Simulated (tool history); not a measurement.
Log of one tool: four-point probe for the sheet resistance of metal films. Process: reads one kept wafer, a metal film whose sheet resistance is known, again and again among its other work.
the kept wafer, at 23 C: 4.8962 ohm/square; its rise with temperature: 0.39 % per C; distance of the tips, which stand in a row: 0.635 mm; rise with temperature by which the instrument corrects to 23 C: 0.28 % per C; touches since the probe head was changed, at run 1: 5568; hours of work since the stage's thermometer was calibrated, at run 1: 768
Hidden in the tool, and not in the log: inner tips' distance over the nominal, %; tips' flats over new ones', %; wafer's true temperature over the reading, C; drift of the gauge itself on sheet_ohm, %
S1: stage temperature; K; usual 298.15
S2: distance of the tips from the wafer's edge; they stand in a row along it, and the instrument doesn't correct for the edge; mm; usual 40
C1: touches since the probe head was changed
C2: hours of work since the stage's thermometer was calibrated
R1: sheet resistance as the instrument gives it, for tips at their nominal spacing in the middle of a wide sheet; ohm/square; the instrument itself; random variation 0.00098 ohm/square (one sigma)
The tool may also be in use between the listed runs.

{"run": 1, "hour": 0.0, "S1": 298.15, "S2": 40, "C1": 5568, "C2": 768, "R1": 4.909091}
{"run": 2, "hour": 12.2, "S1": 298.15, "S2": 40, "C1": 6052, "C2": 777, "R1": 4.908004}
{"run": 3, "hour": 29.6, "S1": 298.15, "S2": 40, "C1": 6747, "C2": 789, "R1": 4.908501}
{"run": 4, "hour": 43.5, "S1": 298.15, "S2": 40, "C1": 7298, "C2": 799, "R1": 4.908732}
{"run": 5, "hour": 53.7, "S1": 298.15, "S2": 40, "C1": 7706, "C2": 806, "R1": 4.906877}
{"run": 6, "hour": 62.8, "S1": 298.15, "S2": 40, "C1": 8069, "C2": 813, "R1": 4.908633}
{"run": 7, "hour": 83.1, "S1": 292.15, "S2": 40, "C1": 8874, "C2": 827, "R1": 4.875983}
{"run": 8, "hour": 93.4, "S1": 298.15, "S2": 40, "C1": 9284, "C2": 834, "R1": 4.906108}
{"run": 9, "hour": 106.7, "S1": 298.15, "S2": 40, "C1": 9816, "C2": 844, "R1": 4.906691}
{"run": 10, "hour": 126.6, "S1": 307.15, "S2": 40, "C1": 10606, "C2": 858, "R1": 4.954316}
{"run": 11, "hour": 138.7, "S1": 307.15, "S2": 40, "C1": 11087, "C2": 866, "R1": 4.955225}
{"run": 12, "hour": 155.9, "S1": 298.15, "S2": 40, "C1": 11774, "C2": 878, "R1": 4.906727}
{"run": 13, "hour": 174.5, "S1": 298.15, "S2": 40, "C1": 12510, "C2": 891, "R1": 4.909949}
{"run": 14, "hour": 188.3, "S1": 298.15, "S2": 40, "C1": 13061, "C2": 901, "R1": 4.90724}
{"run": 15, "hour": 207.5, "S1": 298.15, "S2": 40, "C1": 13824, "C2": 915, "R1": 4.907556}
{"run": 16, "hour": 223.8, "S1": 298.15, "S2": 40, "C1": 14473, "C2": 926, "R1": 4.907757}
{"run": 17, "hour": 236.7, "S1": 298.15, "S2": 40, "C1": 14986, "C2": 935, "R1": 4.907081}
{"run": 18, "hour": 247.0, "S1": 298.15, "S2": 40, "C1": 15396, "C2": 943, "R1": 4.90774}
{"run": 19, "hour": 259.1, "S1": 298.15, "S2": 40, "C1": 15879, "C2": 951, "R1": 4.908229}
{"run": 20, "hour": 279.1, "S1": 298.15, "S2": 40, "C1": 16673, "C2": 965, "R1": 4.9083}
{"run": 21, "hour": 289.4, "S1": 298.15, "S2": 40, "C1": 17086, "C2": 973, "R1": 4.907414}
{"run": 22, "hour": 299.6, "S1": 302.15, "S2": 40, "C1": 17490, "C2": 980, "R1": 4.929923}
{"run": 23, "hour": 319.8, "S1": 298.15, "S2": 61, "C1": 18292, "C2": 994, "R1": 4.908925}
{"run": 24, "hour": 331.4, "S1": 291.15, "S2": 68, "C1": 18757, "C2": 1002, "R1": 4.871369}
{"run": 25, "hour": 342.8, "S1": 300.15, "S2": 5, "C1": 19209, "C2": 1010, "R1": 4.9613}
{"run": 26, "hour": 359.4, "S1": 300.15, "S2": 5, "C1": 19871, "C2": 1022, "R1": 4.960981}
{"run": 27, "hour": 375.7, "S1": 300.15, "S2": 5, "C1": 20520, "C2": 1034, "R1": 4.961054}
{"run": 28, "hour": 391.3, "S1": 295.15, "S2": 11, "C1": 21140, "C2": 1045, "R1": 4.900838}
{"run": 29, "hour": 400.2, "S1": 300.15, "S2": 19, "C1": 21493, "C2": 1051, "R1": 4.921096}
{"run": 30, "hour": 415.9, "S1": 304.15, "S2": 26, "C1": 22118, "C2": 1062, "R1": 4.939293}
{"run": 31, "hour": 431.5, "S1": 295.15, "S2": 5, "C1": 22738, "C2": 1073, "R1": 4.93242}
{"run": 32, "hour": 447.0, "S1": 293.15, "S2": 12, "C1": 23353, "C2": 1084, "R1": 4.889352}
{"run": 33, "hour": 457.0, "S1": 307.15, "S2": 27, "C1": 23753, "C2": 1091, "R1": 4.954525}
{"run": 34, "hour": 473.2, "S1": 307.15, "S2": 27, "C1": 24398, "C2": 1103, "R1": 4.953778}
{"run": 35, "hour": 484.0, "S1": 307.15, "S2": 27, "C1": 24829, "C2": 1110, "R1": 4.955585}
{"run": 36, "hour": 495.5, "S1": 307.15, "S2": 27, "C1": 25286, "C2": 1118, "R1": 4.955731}
{"run": 37, "hour": 507.2, "S1": 302.15, "S2": 23, "C1": 25749, "C2": 1127, "R1": 4.931035}
{"run": 38, "hour": 520.5, "S1": 299.15, "S2": 23, "C1": 26279, "C2": 1136, "R1": 4.917293}

Forecast each of these 4 alternatives for the next run:
{"run": "A", "hour": 532.9, "S1": 295.15, "S2": 27, "C1": 26773, "C2": 1145, "R1": "?"}
{"run": "B", "hour": 532.9, "S1": 304.15, "S2": 19, "C1": 26773, "C2": 1145, "R1": "?"}
{"run": "C", "hour": 532.9, "S1": 292.15, "S2": 17, "C1": 26773, "C2": 1145, "R1": "?"}
{"run": "D", "hour": 532.9, "S1": 299.15, "S2": 5, "C1": 26773, "C2": 1145, "R1": "?"}

run=A R1=4.891711
run=B R1=4.940393
run=C R1=4.878967
run=D R1=4.953815
Without the tool's hidden state the same runs would have given:
run=A R1=4.890948
run=B R1=4.939628
run=C R1=4.878205
run=D R1=4.953046
